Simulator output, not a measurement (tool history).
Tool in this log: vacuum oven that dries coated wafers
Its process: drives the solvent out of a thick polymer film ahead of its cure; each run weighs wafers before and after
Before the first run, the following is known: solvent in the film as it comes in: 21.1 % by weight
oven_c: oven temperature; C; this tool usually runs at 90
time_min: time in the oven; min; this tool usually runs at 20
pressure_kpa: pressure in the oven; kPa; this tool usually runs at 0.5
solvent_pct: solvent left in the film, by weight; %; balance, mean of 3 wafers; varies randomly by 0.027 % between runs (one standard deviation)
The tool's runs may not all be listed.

run 1 day=0 | oven_c=90 time_min=20 pressure_kpa=0.5 | solvent_pct=2.22
run 2 day=1.162 | oven_c=90 time_min=20 pressure_kpa=0.5 | solvent_pct=2.15
run 3 day=2.679 | oven_c=90 time_min=20 pressure_kpa=0.5 | solvent_pct=2.14
run 4 day=3.879 | oven_c=90 time_min=20 pressure_kpa=0.5 | solvent_pct=2.18
run 5 day=5.354 | oven_c=90 time_min=20 pressure_kpa=0.5 | solvent_pct=2.17
run 6 day=6.454 | oven_c=90 time_min=20 pressure_kpa=0.751 | solvent_pct=2.26
run 7 day=7.612 | oven_c=90 time_min=20 pressure_kpa=0.751 | solvent_pct=2.26
run 8 day=8.538 | oven_c=90 time_min=20 pressure_kpa=0.751 | solvent_pct=2.3
run 9 day=9.508 | oven_c=90 time_min=20 pressure_kpa=0.751 | solvent_pct=2.23
run 10 day=10.954 | oven_c=90 time_min=34 pressure_kpa=0.751 | solvent_pct=0.82
run 11 day=12.042 | oven_c=90 time_min=20 pressure_kpa=0.326 | solvent_pct=2.19
run 12 day=13.7 | oven_c=90 time_min=20 pressure_kpa=0.5 | solvent_pct=2.24
run 13 day=14.979 | oven_c=90 time_min=20 pressure_kpa=0.5 | solvent_pct=2.23
run 14 day=16.525 | oven_c=90 time_min=20 pressure_kpa=0.5 | solvent_pct=2.25
-- day=17.146 oven's thermocouples calibrated
run 15 day=17.817 | oven_c=90 time_min=20 pressure_kpa=0.5 | solvent_pct=1.86
run 16 day=19.471 | oven_c=90 time_min=20 pressure_kpa=0.5 | solvent_pct=1.86
run 17 day=20.271 | oven_c=76 time_min=20 pressure_kpa=0.5 | solvent_pct=5.35
run 18 day=21.983 | oven_c=76 time_min=20 pressure_kpa=0.5 | solvent_pct=5.29
run 19 day=23.129 | oven_c=76 time_min=20 pressure_kpa=0.5 | solvent_pct=5.35
run 20 day=24.471 | oven_c=76 time_min=20 pressure_kpa=0.5 | solvent_pct=5.32
run 21 day=25.717 | oven_c=90 time_min=15 pressure_kpa=0.5 | solvent_pct=3.11
run 22 day=26.525 | oven_c=90 time_min=15 pressure_kpa=0.5 | solvent_pct=3.14
run 23 day=28.321 | oven_c=90 time_min=15 pressure_kpa=0.5 | solvent_pct=3.16
run 24 day=29.412 | oven_c=90 time_min=15 pressure_kpa=0.5 | solvent_pct=3.16
run 25 day=30.875 | oven_c=90 time_min=15 pressure_kpa=0.5 | solvent_pct=3.16
run 26 day=32.608 | oven_c=90 time_min=28 pressure_kpa=0.83 | solvent_pct=1.06
run 27 day=33.454 | oven_c=97 time_min=30 pressure_kpa=0.5 | solvent_pct=0.41
run 28 day=34.267 | oven_c=97 time_min=30 pressure_kpa=0.5 | solvent_pct=0.38
run 29 day=35.292 | oven_c=81 time_min=20 pressure_kpa=0.281 | solvent_pct=3.97
run 30 day=36.492 | oven_c=100 time_min=12 pressure_kpa=1.502 | solvent_pct=2.41
run 31 day=37.846 | oven_c=82 time_min=14 pressure_kpa=1.093 | solvent_pct=6.03
-- day=38.729 vacuum gauge cleaned of residue and calibrated
run 32 day=39.442 | oven_c=95 time_min=17 pressure_kpa=0.5 | solvent_pct=1.59
run 33 day=40.367 | oven_c=95 time_min=17 pressure_kpa=0.5 | solvent_pct=1.6
run 34 day=42.167 | oven_c=91 time_min=27 pressure_kpa=0.261 | solvent_pct=0.76
run 35 day=43.338 | oven_c=91 time_min=27 pressure_kpa=0.261 | solvent_pct=0.73
run 36 day=44.933 | oven_c=91 time_min=27 pressure_kpa=0.261 | solvent_pct=0.72
run 37 day=45.75 | oven_c=91 time_min=32 pressure_kpa=0.887 | solvent_pct=0.63
run 38 day=47.083 | oven_c=91 time_min=32 pressure_kpa=0.887 | solvent_pct=0.67
run 39 day=48.871 | oven_c=77 time_min=11 pressure_kpa=0.887 | solvent_pct=8.84
run 40 day=50.05 | oven_c=77 time_min=11 pressure_kpa=0.887 | solvent_pct=8.82
run 41 day=50.838 | oven_c=77 time_min=11 pressure_kpa=0.887 | solvent_pct=8.8
run 42 day=52.483 | oven_c=90 time_min=21 pressure_kpa=0.5 | solvent_pct=1.68
run 43 day=53.612 | oven_c=90 time_min=21 pressure_kpa=0.5 | solvent_pct=1.72
run 44 day=54.408 | oven_c=90 time_min=21 pressure_kpa=0.5 | solvent_pct=1.69
run 45 day=55.825 | oven_c=90 time_min=23 pressure_kpa=0.5 | solvent_pct=1.41
run 46 day=57.146 | oven_c=96 time_min=35 pressure_kpa=0.49 | solvent_pct=0.27
run 47 day=58.4 | oven_c=96 time_min=35 pressure_kpa=0.49 | solvent_pct=0.26

Each row is a separate what-if for the run after 47, all from the same tool condition, not one after another. Results?
run A day=59.225 | oven_c=81 time_min=22 pressure_kpa=1.748 | solvent_pct=?
run B day=59.225 | oven_c=90 time_min=22 pressure_kpa=0.5 | solvent_pct=?
run C day=59.225 | oven_c=105 time_min=14 pressure_kpa=0.5 | solvent_pct=?

run=A solvent_pct=3.99
run=B solvent_pct=1.53
run=C solvent_pct=0.91
Without the tool's unlogged condition, the same runs would have read:
run=A solvent_pct=3.74
run=B solvent_pct=1.37
run=C solvent_pct=0.81

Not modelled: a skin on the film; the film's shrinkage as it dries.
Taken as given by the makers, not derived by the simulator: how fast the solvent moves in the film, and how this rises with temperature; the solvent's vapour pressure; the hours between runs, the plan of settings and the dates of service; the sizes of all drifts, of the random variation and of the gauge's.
